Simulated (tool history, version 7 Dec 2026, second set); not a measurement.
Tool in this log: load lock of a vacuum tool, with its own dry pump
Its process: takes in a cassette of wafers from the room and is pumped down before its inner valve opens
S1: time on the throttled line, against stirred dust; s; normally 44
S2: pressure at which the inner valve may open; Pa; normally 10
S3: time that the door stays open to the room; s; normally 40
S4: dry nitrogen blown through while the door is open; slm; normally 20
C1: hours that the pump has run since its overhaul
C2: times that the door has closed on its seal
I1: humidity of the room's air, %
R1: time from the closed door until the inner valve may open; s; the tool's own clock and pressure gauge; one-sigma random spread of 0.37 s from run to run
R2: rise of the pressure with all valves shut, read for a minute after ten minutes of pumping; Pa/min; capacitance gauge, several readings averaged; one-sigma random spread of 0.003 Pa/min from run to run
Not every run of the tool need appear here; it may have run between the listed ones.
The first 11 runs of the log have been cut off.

{"run": 12, "hour": 1058.5, "S1": 44, "S2": 10, "S3": 40, "S4": 20, "C1": 4123, "C2": 17982, "I1": 45.2, "R1": 92.5, "R2": 0.029}
{"run": 13, "hour": 1112.4, "S1": 44, "S2": 10, "S3": 40, "S4": 20, "C1": 4177, "C2": 18239, "I1": 48.3, "R1": 92.1, "R2": 0.033}
{"run": 14, "hour": 1218.1, "S1": 44, "S2": 10, "S3": 40, "S4": 20, "C1": 4282, "C2": 18742, "I1": 42.0, "R1": 92.1, "R2": 0.024}
{"run": 15, "hour": 1347.1, "S1": 44, "S2": 10, "S3": 40, "S4": 20, "C1": 4411, "C2": 19356, "I1": 47.0, "R1": 92.8, "R2": 0.03}
{"run": 16, "hour": 1435.1, "S1": 44, "S2": 10, "S3": 40, "S4": 20, "C1": 4499, "C2": 19775, "I1": 44.3, "R1": 92.5, "R2": 0.032}
{"run": 17, "hour": 1530.0, "S1": 44, "S2": 10, "S3": 40, "S4": 16, "C1": 4594, "C2": 20227, "I1": 44.3, "R1": 92.7, "R2": 0.035}
{"run": 18, "hour": 1597.0, "S1": 44, "S2": 10, "S3": 40, "S4": 16, "C1": 4661, "C2": 20546, "I1": 45.7, "R1": 92.4, "R2": 0.038}
{"run": 19, "hour": 1685.7, "S1": 44, "S2": 7, "S3": 40, "S4": 8, "C1": 4750, "C2": 20968, "I1": 46.2, "R1": 95.0, "R2": 0.05}
{"run": 20, "hour": 1777.8, "S1": 24, "S2": 11, "S3": 26, "S4": 5, "C1": 4842, "C2": 21407, "I1": 45.9, "R1": 75.7, "R2": 0.044}
{"run": 21, "hour": 1884.5, "S1": 44, "S2": 10, "S3": 40, "S4": 20, "C1": 4949, "C2": 21915, "I1": 45.3, "R1": 92.0, "R2": 0.03}
{"run": 22, "hour": 1955.4, "S1": 44, "S2": 10, "S3": 40, "S4": 20, "C1": 5020, "C2": 22253, "I1": 46.2, "R1": 92.1, "R2": 0.031}
{"run": 23, "hour": 2046.1, "S1": 33, "S2": 10, "S3": 40, "S4": 20, "C1": 5110, "C2": 22684, "I1": 41.9, "R1": 82.8, "R2": 0.027}
{"run": 24, "hour": 2102.3, "S1": 33, "S2": 10, "S3": 40, "S4": 20, "C1": 5167, "C2": 22952, "I1": 48.1, "R1": 83.2, "R2": 0.024}
{"run": 25, "hour": 2221.6, "S1": 39, "S2": 15, "S3": 55, "S4": 37, "C1": 5286, "C2": 23520, "I1": 42.4, "R1": 85.8, "R2": 0.023}
{"run": 26, "hour": 2275.9, "S1": 29, "S2": 18, "S3": 37, "S4": 43, "C1": 5340, "C2": 23779, "I1": 44.7, "R1": 77.0, "R2": 0.015}
{"run": 27, "hour": 2332.3, "S1": 29, "S2": 18, "S3": 37, "S4": 43, "C1": 5397, "C2": 24047, "I1": 46.7, "R1": 76.4, "R2": 0.019}
{"run": 28, "hour": 2405.5, "S1": 29, "S2": 18, "S3": 37, "S4": 43, "C1": 5470, "C2": 24396, "I1": 44.3, "R1": 76.5, "R2": 0.021}

What does the tool deliver on the next run?
{"run": 29, "hour": 2503.5, "S1": 29, "S2": 18, "S3": 37, "S4": 43, "C1": 5568, "C2": 24862, "I1": 46.3, "R1": "?", "R2": "?"}

{"run 29": {"R1": 77.0, "R2": 0.029}}
If the tool had no hidden condition, the same run with the same run-to-run variation would have returned R1 77.0 s, R2 0.028 Pa/min.
